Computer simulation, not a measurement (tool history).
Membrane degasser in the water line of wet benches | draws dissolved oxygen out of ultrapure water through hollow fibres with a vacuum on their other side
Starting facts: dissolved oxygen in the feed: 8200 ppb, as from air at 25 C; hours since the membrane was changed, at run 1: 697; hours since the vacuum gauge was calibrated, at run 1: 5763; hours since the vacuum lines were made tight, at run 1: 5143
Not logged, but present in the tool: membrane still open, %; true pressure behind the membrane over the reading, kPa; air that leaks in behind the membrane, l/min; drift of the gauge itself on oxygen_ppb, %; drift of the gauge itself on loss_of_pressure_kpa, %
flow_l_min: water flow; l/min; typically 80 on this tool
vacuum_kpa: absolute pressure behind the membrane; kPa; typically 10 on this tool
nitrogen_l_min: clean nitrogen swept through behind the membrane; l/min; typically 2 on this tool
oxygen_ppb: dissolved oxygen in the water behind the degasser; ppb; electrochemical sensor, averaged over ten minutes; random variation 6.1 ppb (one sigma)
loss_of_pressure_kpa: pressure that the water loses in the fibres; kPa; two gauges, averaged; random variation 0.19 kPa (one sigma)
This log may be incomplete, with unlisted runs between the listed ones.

run     day  flow_l_min  vacuum_kpa  nitrogen_l_min  hours since the membrane was changed  hours since the vacuum gauge was calibrated  hours since the vacuum lines were made tight  oxygen_ppb  loss_of_pressure_kpa
  1       0          80          10               2                                   697                                         5763                                          5143       717.9                 39.46
  2   2.492          80          10               2                                   757                                         5823                                          5203       733.4                 39.02
  3   5.054          80          10               2                                   818                                         5885                                          5264       726.9                 39.65
  4   7.658          80          10               2                                   881                                         5947                                          5327       725.1                 39.83
  5   9.438          80          10               2                                   924                                         5990                                          5369       731.2                 39.87
  6  11.425          61          10               2                                   971                                         6038                                          5417       518.8                 30.27
  7  13.117          61         6.5            2.29                                  1012                                         6078                                          5458       287.2                 30.18
     13.417  -- vacuum gauge calibrated
  8  15.508          55          10            3.08                                  1069                                           50                                          5515       333.5                 27.22
  9  17.304         110        23.5            2.41                                  1112                                           93                                          5558      1909.6                 54.74
 10  18.608          72         7.7             2.8                                  1143                                          125                                          5589       407.9                 35.87
 11  20.112          80        17.7            1.24                                  1179                                          161                                          5625      1651.5                 39.68
     23.033  -- vacuum gauge calibrated, once more
 12  23.133          80        17.7            1.24                                  1251                                            2                                          5697      1600.6                 39.88

How the hidden state differs across the entries between the runs, from the last listed run before each to the first after it:
Logged between run 7 and run 8: vacuum gauge calibrated (day 13.417)
  membrane still open, %: 99.1 -> 99; true pressure behind the membrane over the reading, kPa: 0.34 -> 0.44; air that leaks in behind the membrane, l/min: 0.0213 -> 0.0215
  measured less the result without the state, oxygen_ppb: +22.9 -> +20.4 ppb; loss_of_pressure_kpa: +0.28 -> +0.27 kPa
Logged between run 11 and run 12: vacuum gauge calibrated, once more (day 23.033)
  true pressure behind the membrane over the reading, kPa: 0.44 -> 0.01; air that leaks in behind the membrane, l/min: 0.0218 -> 0.0221
  measured less the result without the state, oxygen_ppb: +40.5 -> +4.5 ppb; loss_of_pressure_kpa: +0.43 -> +0.45 kPa

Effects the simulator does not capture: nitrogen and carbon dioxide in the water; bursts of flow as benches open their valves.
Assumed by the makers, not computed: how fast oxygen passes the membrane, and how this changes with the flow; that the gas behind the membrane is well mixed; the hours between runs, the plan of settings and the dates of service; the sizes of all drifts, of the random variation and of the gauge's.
